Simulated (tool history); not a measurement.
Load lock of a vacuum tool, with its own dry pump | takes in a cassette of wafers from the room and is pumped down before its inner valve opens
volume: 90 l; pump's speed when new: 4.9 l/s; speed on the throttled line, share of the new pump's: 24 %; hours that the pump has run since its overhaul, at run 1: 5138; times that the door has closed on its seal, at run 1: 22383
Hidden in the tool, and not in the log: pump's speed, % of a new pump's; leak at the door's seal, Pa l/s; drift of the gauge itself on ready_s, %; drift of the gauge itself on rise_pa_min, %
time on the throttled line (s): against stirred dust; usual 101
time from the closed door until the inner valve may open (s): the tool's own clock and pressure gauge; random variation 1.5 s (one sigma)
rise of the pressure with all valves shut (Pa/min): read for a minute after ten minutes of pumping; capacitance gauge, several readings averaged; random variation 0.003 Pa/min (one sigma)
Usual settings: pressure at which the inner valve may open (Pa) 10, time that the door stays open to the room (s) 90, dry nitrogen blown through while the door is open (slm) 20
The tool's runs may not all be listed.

run    hour  time on the throttled line (s)  pressure at which the inner valve may open (Pa)  time that the door stays open to the room (s)  dry nitrogen blown through while the door is open (slm)  hours that the pump has run since its overhaul  times that the door has closed on its seal  incoming humidity of the room's air, %  time from the closed door until the inner valve may open (s)  rise of the pressure with all valves shut (Pa/min)
  1     0.0                             101                                               10                                             90                                                       20                                            5138                                       22383                                    42.2                                                         263.0                                               0.140
  2   151.8                             101                                               10                                             90                                                       20                                            5290                                       22668                                    48.1                                                         260.4                                               0.146
  3   287.4                             101                                               10                                             90                                                       20                                            5425                                       22924                                    48.5                                                         264.1                                               0.149
  4   442.6                             101                                               10                                             90                                                       20                                            5580                                       23216                                    46.1                                                         264.4                                               0.155
  5   726.9                             101                                               10                                             90                                                       20                                            5865                                       23752                                    42.7                                                         264.3                                               0.145
  6   929.9                             101                                               10                                             90                                                       20                                            6068                                       24134                                    42.4                                                         266.0                                               0.154
  7  1065.2                             101                                               10                                             90                                                       20                                            6203                                       24389                                    44.8                                                         265.0                                               0.155
  8  1316.2                             101                                               10                                             90                                                       20                                            6454                                       24861                                    45.7                                                         266.0                                               0.160
  9  1600.3                             101                                               10                                             90                                                       25                                            6738                                       25397                                    45.1                                                         265.6                                               0.159
 10  1854.0                             101                                               10                                             90                                                       25                                            6992                                       25874                                    45.2                                                         269.5                                               0.164
 11  2047.2                             101                                               10                                             90                                                       20                                            7185                                       26238                                    47.9                                                         267.7                                               0.170
 12  2335.9                             193                                                7                                            108                                                       34                                            7474                                       26782                                    41.8                                                         343.0                                               0.165
 13  2581.7                             193                                                7                                            108                                                       34                                            7720                                       27245                                    43.0                                                         344.2                                               0.171
 14  2762.0                             193                                               11                                            108                                                       34                                            7900                                       27584                                    49.4                                                         335.1                                               0.175
 15  3050.4                             163                                                7                                             95                                                       16                                            8188                                       28128                                    45.8                                                         320.9                                               0.196
 16  3207.7                             173                                                8                                             29                                                       16                                            8346                                       28424                                    47.1                                                         328.2                                               0.180
 17  3511.2                             101                                               20                                            228                                                       11                                            8649                                       28996                                    44.7                                                         257.4                                               0.225
 18  3732.0                             101                                               20                                            228                                                       11                                            8870                                       29411                                    44.7                                                         254.6                                               0.229
 19  3979.0                             101                                               10                                             90                                                       43                                            9117                                       29877                                    43.7                                                         272.9                                               0.182
 20  4238.8                              84                                               10                                             90                                                       20                                            9377                                       30366                                    45.6                                                         264.3                                               0.198
 21  4419.1                              96                                               10                                             38                                                       20                                            9557                                       30705                                    40.9                                                         271.3                                               0.191

Forecast each of these 3 alternatives for the next run:
  A  4606.3                             101                                                9                                             90                                                       20                                            9744                                       31058                                    42.3                                                             ?                                                   ?
  B  4606.3                              51                                               10                                            129                                                       20                                            9744                                       31058                                    43.0                                                             ?                                                   ?
  C  4606.3                              51                                               12                                            211                                                       20                                            9744                                       31058                                    46.9                                                             ?                                                   ?

run  time from the closed door until the inner valve may open (s)  rise of the pressure with all valves shut (Pa/min)
  A                                                         278.3                                               0.204
  B                                                         239.3                                               0.206
  C                                                         236.3                                               0.226
Without the tool's hidden state the same runs would have given:
run  time from the closed door until the inner valve may open (s)  rise of the pressure with all valves shut (Pa/min)
  A                                                         248.3                                               0.034
  B                                                         207.4                                               0.033
  C                                                         204.9                                               0.057
